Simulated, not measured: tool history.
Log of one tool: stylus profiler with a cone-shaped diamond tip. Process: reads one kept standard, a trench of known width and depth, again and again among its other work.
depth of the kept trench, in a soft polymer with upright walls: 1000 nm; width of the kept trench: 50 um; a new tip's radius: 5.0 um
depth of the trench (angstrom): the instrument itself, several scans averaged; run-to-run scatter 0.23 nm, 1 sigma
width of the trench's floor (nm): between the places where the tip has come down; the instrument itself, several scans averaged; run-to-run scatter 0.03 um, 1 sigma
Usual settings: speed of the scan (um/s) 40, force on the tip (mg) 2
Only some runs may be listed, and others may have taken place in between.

| run | hour | speed of the scan (um/s) | force on the tip (mg) | depth of the trench (angstrom) | width of the trench's floor (nm) |
|---|---|---|---|---|---|
| 1 | 0 | 40 | 2 | 10106.8 | 42680 |
| 2 | 32.7 | 40 | 2 | 10106.7 | 42530 |
| 3 | 81.1 | 40 | 2 | 10106.9 | 42490 |
| 4 | 130.5 | 14 | 2 | 10108.6 | 42620 |
| 5 | 179.8 | 14 | 2 | 10110.3 | 42480 |
| 6 | 220.1 | 14 | 2 | 10113.1 | 42520 |
| 7 | 265.3 | 78 | 2 | 10110.9 | 42120 |
| 8 | 295.1 | 78 | 2 | 10116.3 | 42060 |
| 9 | 317.1 | 22 | 2 | 10111 | 42250 |
| 10 | 363.5 | 22 | 2 | 10116 | 42180 |
| 11 | 394.9 | 22 | 2 | 10112.8 | 42210 |
| 12 | 431.4 | 22 | 2 | 10114.3 | 42170 |
| 13 | 460.3 | 22 | 2 | 10116.5 | 42150 |
| 14 | 500.5 | 22 | 2 | 10116.2 | 42090 |
| 15 | 547 | 22 | 2 | 10118.4 | 42010 |
| 16 | 589.4 | 22 | 2 | 10114.4 | 41990 |
| 17 | 635.1 | 103 | 2 | 10121.4 | 41540 |
| 18 | 678.8 | 103 | 2 | 10120.1 | 41470 |
| 19 | 717.1 | 40 | 2 | 10117.9 | 41700 |
| 20 | 738.3 | 40 | 2 | 10122.7 | 41690 |
| 21 | 769.1 | 40 | 2 | 10124 | 41620 |
| 22 | 813 | 40 | 2 | 10124.2 | 41590 |
| 23 | 861.8 | 40 | 2 | 10123.3 | 41570 |
| 24 | 908.8 | 32 | 3.52 | 10170.1 | 41560 |
| 25 | 949.6 | 32 | 3.52 | 10171.1 | 41520 |
| 26 | 977.6 | 44 | 1.13 | 10099.2 | 41380 |
| 27 | 1006.5 | 17 | 1.29 | 10104.7 | 41450 |
| 28 | 1044.2 | 92 | 0.74 | 10080 | 40810 |
| 29 | 1073 | 16 | 2.6 | 10146.4 | 41400 |
| 30 | 1114.6 | 16 | 2.6 | 10149.7 | 41370 |
| 31 | 1139.6 | 14 | 1.66 | 10120.5 | 41370 |

Estimate the outcome of run 32 from the log above:
| 32 | 1168.5 | 43 | 2 | ? | ? |

Logged for run 32: depth of the trench (angstrom) 10132, width of the trench's floor (nm) 41170.
Without the tool's hidden state the same run would have given depth of the trench (angstrom) 10096.1, width of the trench's floor (nm) 43800.

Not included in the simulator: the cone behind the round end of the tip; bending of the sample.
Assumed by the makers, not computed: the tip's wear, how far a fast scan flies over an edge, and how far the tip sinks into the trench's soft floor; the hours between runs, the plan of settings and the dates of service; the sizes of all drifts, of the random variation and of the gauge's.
